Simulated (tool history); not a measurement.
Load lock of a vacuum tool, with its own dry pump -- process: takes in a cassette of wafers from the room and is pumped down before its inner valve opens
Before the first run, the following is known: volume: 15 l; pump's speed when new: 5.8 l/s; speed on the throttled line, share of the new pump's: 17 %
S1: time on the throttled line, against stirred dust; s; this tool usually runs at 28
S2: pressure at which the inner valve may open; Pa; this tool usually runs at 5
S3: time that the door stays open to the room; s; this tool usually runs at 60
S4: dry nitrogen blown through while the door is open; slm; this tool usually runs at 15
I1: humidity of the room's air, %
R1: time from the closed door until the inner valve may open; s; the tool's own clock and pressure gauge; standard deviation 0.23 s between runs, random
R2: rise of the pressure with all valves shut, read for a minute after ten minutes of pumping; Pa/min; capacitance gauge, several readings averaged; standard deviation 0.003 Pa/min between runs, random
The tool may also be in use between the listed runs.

run 1 hour=0.0 | S1=28 S2=5 S3=60 S4=15 | I1=42.6 | R1=51.2 R2=0.084
run 2 hour=127.7 | S1=28 S2=5 S3=60 S4=15 | I1=46.2 | R1=51.4 R2=0.088
run 3 hour=211.9 | S1=28 S2=5 S3=38 S4=15 | I1=46.2 | R1=51.3 R2=0.081
run 4 hour=281.8 | S1=28 S2=5 S3=38 S4=15 | I1=43.4 | R1=51.3 R2=0.081
run 5 hour=381.1 | S1=28 S2=5 S3=60 S4=15 | I1=41.6 | R1=51.3 R2=0.091
run 6 hour=464.9 | S1=28 S2=5 S3=60 S4=15 | I1=47.0 | R1=51.5 R2=0.087
-- hour=496.6 dry pump taken out, an overhauled one fitted
run 7 hour=612.4 | S1=28 S2=5 S3=60 S4=15 | I1=46.8 | R1=49.0 R2=0.094
run 8 hour=715.8 | S1=33 S2=5 S3=60 S4=15 | I1=47.5 | R1=53.0 R2=0.091
run 9 hour=866.4 | S1=33 S2=5 S3=60 S4=15 | I1=45.2 | R1=52.8 R2=0.092
run 10 hour=952.7 | S1=33 S2=5 S3=60 S4=15 | I1=42.4 | R1=53.0 R2=0.095
run 11 hour=1058.4 | S1=33 S2=5 S3=60 S4=15 | I1=42.6 | R1=53.6 R2=0.100
run 12 hour=1213.6 | S1=33 S2=5 S3=36 S4=15 | I1=45.1 | R1=53.1 R2=0.100
run 13 hour=1323.6 | S1=19 S2=6 S3=140 S4=22 | I1=40.0 | R1=41.3 R2=0.114
run 14 hour=1452.0 | S1=40 S2=6 S3=81 S4=8 | I1=44.4 | R1=58.2 R2=0.120
run 15 hour=1526.7 | S1=24 S2=7 S3=125 S4=31 | I1=42.6 | R1=44.8 R2=0.107
run 16 hour=1631.4 | S1=24 S2=7 S3=125 S4=31 | I1=44.0 | R1=44.9 R2=0.107
run 17 hour=1736.4 | S1=30 S2=5 S3=37 S4=5 | I1=43.0 | R1=50.1 R2=0.114
run 18 hour=1828.0 | S1=28 S2=8 S3=60 S4=9 | I1=43.6 | R1=47.8 R2=0.115
run 19 hour=1894.2 | S1=33 S2=5 S3=89 S4=10 | I1=43.0 | R1=52.8 R2=0.124
run 20 hour=1962.3 | S1=24 S2=6 S3=60 S4=15 | I1=44.1 | R1=45.5 R2=0.112
run 21 hour=2101.3 | S1=26 S2=5 S3=177 S4=8 | I1=44.4 | R1=47.5 R2=0.156
run 22 hour=2214.5 | S1=26 S2=7 S3=177 S4=35 | I1=46.7 | R1=46.5 R2=0.123
run 23 hour=2357.1 | S1=30 S2=7 S3=177 S4=35 | I1=44.0 | R1=49.9 R2=0.134
run 24 hour=2479.0 | S1=30 S2=7 S3=177 S4=16 | I1=46.7 | R1=49.8 R2=0.150

3 options for the next run, each taken on its own from the tool as it stands now. Forecast them:
run A hour=2597.6 | S1=35 S2=7 S3=177 S4=7 | I1=46.2 | R1=? R2=?
run B hour=2597.6 | S1=23 S2=7 S3=177 S4=16 | I1=43.3 | R1=? R2=?
run C hour=2597.6 | S1=16 S2=5 S3=60 S4=15 | I1=45.9 | R1=? R2=?

run=A R1=54.3 R2=0.173
run=B R1=44.3 R2=0.146
run=C R1=39.3 R2=0.129
Stripped of hidden state, with their random variation kept, the same runs would have yielded:
run=A R1=54.0 R2=0.074
run=B R1=44.0 R2=0.045
run=C R1=38.9 R2=0.030
